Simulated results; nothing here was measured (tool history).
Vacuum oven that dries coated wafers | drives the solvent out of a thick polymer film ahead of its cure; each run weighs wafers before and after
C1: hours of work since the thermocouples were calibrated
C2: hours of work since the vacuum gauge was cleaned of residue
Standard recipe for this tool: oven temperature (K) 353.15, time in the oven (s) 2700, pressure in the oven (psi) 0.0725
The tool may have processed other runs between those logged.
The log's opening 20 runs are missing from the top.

{"run": 21, "hour": 1143.3, "oven temperature (K)": 363.15, "time in the oven (s)": 2700, "pressure in the oven (psi)": 0.2857, "C1": 979, "C2": 2649, "solvent left in the film (%)": 1.35}
{"run": 22, "hour": 1184.4, "oven temperature (K)": 363.15, "time in the oven (s)": 2700, "pressure in the oven (psi)": 0.2857, "C1": 1003, "C2": 2673, "solvent left in the film (%)": 1.34}
{"run": 23, "hour": 1257.5, "oven temperature (K)": 363.15, "time in the oven (s)": 2700, "pressure in the oven (psi)": 0.2857, "C1": 1047, "C2": 2717, "solvent left in the film (%)": 1.33}
{"run": 24, "hour": 1300.2, "oven temperature (K)": 357.15, "time in the oven (s)": 2700, "pressure in the oven (psi)": 0.0473, "C1": 1072, "C2": 2742, "solvent left in the film (%)": 1.54}
{"hour": 1324.1, "done": "oven's thermocouples calibrated"}
{"hour": 1325.6, "done": "vacuum gauge cleaned of residue and calibrated"}
{"run": 25, "hour": 1345.9, "oven temperature (K)": 351.15, "time in the oven (s)": 1980, "pressure in the oven (psi)": 0.1095, "C1": 12, "C2": 12, "solvent left in the film (%)": 4.33}
{"run": 26, "hour": 1411.1, "oven temperature (K)": 351.15, "time in the oven (s)": 1980, "pressure in the oven (psi)": 0.143, "C1": 51, "C2": 51, "solvent left in the film (%)": 4.4}
{"run": 27, "hour": 1461.3, "oven temperature (K)": 351.15, "time in the oven (s)": 1980, "pressure in the oven (psi)": 0.143, "C1": 81, "C2": 81, "solvent left in the film (%)": 4.4}
{"run": 28, "hour": 1518.6, "oven temperature (K)": 352.15, "time in the oven (s)": 1920, "pressure in the oven (psi)": 0.2315, "C1": 115, "C2": 115, "solvent left in the film (%)": 4.55}
{"run": 29, "hour": 1589.7, "oven temperature (K)": 358.15, "time in the oven (s)": 2700, "pressure in the oven (psi)": 0.2326, "C1": 157, "C2": 157, "solvent left in the film (%)": 1.7}
{"run": 30, "hour": 1644.9, "oven temperature (K)": 341.15, "time in the oven (s)": 2580, "pressure in the oven (psi)": 0.1208, "C1": 190, "C2": 190, "solvent left in the film (%)": 6.05}
{"run": 31, "hour": 1711.0, "oven temperature (K)": 368.15, "time in the oven (s)": 2700, "pressure in the oven (psi)": 0.0725, "C1": 229, "C2": 229, "solvent left in the film (%)": 0.34}
{"run": 32, "hour": 1770.6, "oven temperature (K)": 340.15, "time in the oven (s)": 2100, "pressure in the oven (psi)": 0.172, "C1": 265, "C2": 265, "solvent left in the film (%)": 7.72}
{"run": 33, "hour": 1812.7, "oven temperature (K)": 367.15, "time in the oven (s)": 4740, "pressure in the oven (psi)": 0.1111, "C1": 290, "C2": 290, "solvent left in the film (%)": 0.26}
{"run": 34, "hour": 1876.9, "oven temperature (K)": 367.15, "time in the oven (s)": 4740, "pressure in the oven (psi)": 0.1111, "C1": 328, "C2": 328, "solvent left in the film (%)": 0.24}
{"run": 35, "hour": 1921.7, "oven temperature (K)": 339.15, "time in the oven (s)": 4740, "pressure in the oven (psi)": 0.067, "C1": 355, "C2": 355, "solvent left in the film (%)": 3.2}
{"run": 36, "hour": 1985.6, "oven temperature (K)": 339.15, "time in the oven (s)": 4740, "pressure in the oven (psi)": 0.067, "C1": 393, "C2": 393, "solvent left in the film (%)": 3.2}
{"run": 37, "hour": 2058.5, "oven temperature (K)": 353.15, "time in the oven (s)": 3780, "pressure in the oven (psi)": 0.0422, "C1": 436, "C2": 436, "solvent left in the film (%)": 1.03}
{"run": 38, "hour": 2111.0, "oven temperature (K)": 353.15, "time in the oven (s)": 3960, "pressure in the oven (psi)": 0.0725, "C1": 467, "C2": 467, "solvent left in the film (%)": 0.99}
{"run": 39, "hour": 2183.3, "oven temperature (K)": 339.15, "time in the oven (s)": 2700, "pressure in the oven (psi)": 0.0589, "C1": 510, "C2": 510, "solvent left in the film (%)": 6.17}
{"run": 40, "hour": 2225.2, "oven temperature (K)": 365.15, "time in the oven (s)": 2700, "pressure in the oven (psi)": 0.0982, "C1": 535, "C2": 535, "solvent left in the film (%)": 0.58}
{"run": 41, "hour": 2274.5, "oven temperature (K)": 356.15, "time in the oven (s)": 2820, "pressure in the oven (psi)": 0.0982, "C1": 564, "C2": 564, "solvent left in the film (%)": 1.51}

Consider 5 possible next runs. They are alternatives, not a sequence: every one starts from the tool as it was left by run 41. What does each give?
{"run": "A", "hour": 2345.5, "oven temperature (K)": 362.15, "time in the oven (s)": 2820, "pressure in the oven (psi)": 0.0846, "C1": 607, "C2": 607, "solvent left in the film (%)": "?"}
{"run": "B", "hour": 2345.5, "oven temperature (K)": 352.15, "time in the oven (s)": 2820, "pressure in the oven (psi)": 0.0982, "C1": 607, "C2": 607, "solvent left in the film (%)": "?"}
{"run": "C", "hour": 2345.5, "oven temperature (K)": 351.15, "time in the oven (s)": 1500, "pressure in the oven (psi)": 0.2173, "C1": 607, "C2": 607, "solvent left in the film (%)": "?"}
{"run": "D", "hour": 2345.5, "oven temperature (K)": 350.15, "time in the oven (s)": 3300, "pressure in the oven (psi)": 0.0725, "C1": 607, "C2": 607, "solvent left in the film (%)": "?"}
{"run": "E", "hour": 2345.5, "oven temperature (K)": 353.15, "time in the oven (s)": 2700, "pressure in the oven (psi)": 0.0935, "C1": 607, "C2": 607, "solvent left in the film (%)": "?"}

run=A solvent_left_in_the_film_(%)=0.73
run=B solvent_left_in_the_film_(%)=2.30
run=C solvent_left_in_the_film_(%)=6.10
run=D solvent_left_in_the_film_(%)=2.03
run=E solvent_left_in_the_film_(%)=2.23
Without the tool's hidden state the same runs would have given:
run=A solvent_left_in_the_film_(%)=0.75
run=B solvent_left_in_the_film_(%)=2.39
run=C solvent_left_in_the_film_(%)=6.27
run=D solvent_left_in_the_film_(%)=2.11
run=E solvent_left_in_the_film_(%)=2.33
